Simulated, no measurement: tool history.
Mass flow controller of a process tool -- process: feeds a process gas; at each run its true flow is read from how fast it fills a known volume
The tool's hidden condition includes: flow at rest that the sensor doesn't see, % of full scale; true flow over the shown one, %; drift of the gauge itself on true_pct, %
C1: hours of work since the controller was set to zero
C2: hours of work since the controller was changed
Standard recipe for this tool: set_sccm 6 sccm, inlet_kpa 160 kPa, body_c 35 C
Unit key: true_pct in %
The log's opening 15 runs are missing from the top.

run 16 hour=937.7 | set_sccm=6 inlet_kpa=160 body_c=35 | C1=990 C2=990 | true_pct=100.64
run 17 hour=984.9 | set_sccm=6 inlet_kpa=160 body_c=35 | C1=1024 C2=1024 | true_pct=100.66
-- hour=991.8 controller's zero set anew
run 18 hour=1043.9 | set_sccm=6 inlet_kpa=160 body_c=35 | C1=37 C2=1066 | true_pct=100.98
run 19 hour=1111.6 | set_sccm=6 inlet_kpa=160 body_c=35 | C1=86 C2=1114 | true_pct=100.96
run 20 hour=1169.7 | set_sccm=7 inlet_kpa=160 body_c=35 | C1=128 C2=1156 | true_pct=100.98
-- hour=1231.2 controller's zero set anew, once more
run 21 hour=1249.4 | set_sccm=6 inlet_kpa=160 body_c=36 | C1=13 C2=1213 | true_pct=99.99
run 22 hour=1320 | set_sccm=19 inlet_kpa=160 body_c=35 | C1=64 C2=1264 | true_pct=101.05
run 23 hour=1383.9 | set_sccm=19 inlet_kpa=160 body_c=35 | C1=110 C2=1310 | true_pct=101.05
run 24 hour=1463.4 | set_sccm=6 inlet_kpa=158 body_c=35 | C1=167 C2=1367 | true_pct=100.13
run 25 hour=1530.2 | set_sccm=15 inlet_kpa=161 body_c=22 | C1=215 C2=1415 | true_pct=99.3
run 26 hour=1591.5 | set_sccm=3 inlet_kpa=202 body_c=27 | C1=259 C2=1459 | true_pct=99.1
run 27 hour=1652.6 | set_sccm=3 inlet_kpa=202 body_c=27 | C1=303 C2=1503 | true_pct=99.1
run 28 hour=1708.4 | set_sccm=20 inlet_kpa=217 body_c=27 | C1=343 C2=1543 | true_pct=100.02
run 29 hour=1750.8 | set_sccm=5 inlet_kpa=258 body_c=35 | C1=373 C2=1573 | true_pct=99.7

Expected results for the next run?
run 30 hour=1794.2 | set_sccm=6 inlet_kpa=267 body_c=30 | C1=404 C2=1604 | true_pct=?

true_pct: 99.09 %
Minus the tool's unlogged condition, the same run would have read true_pct 99.04 %.
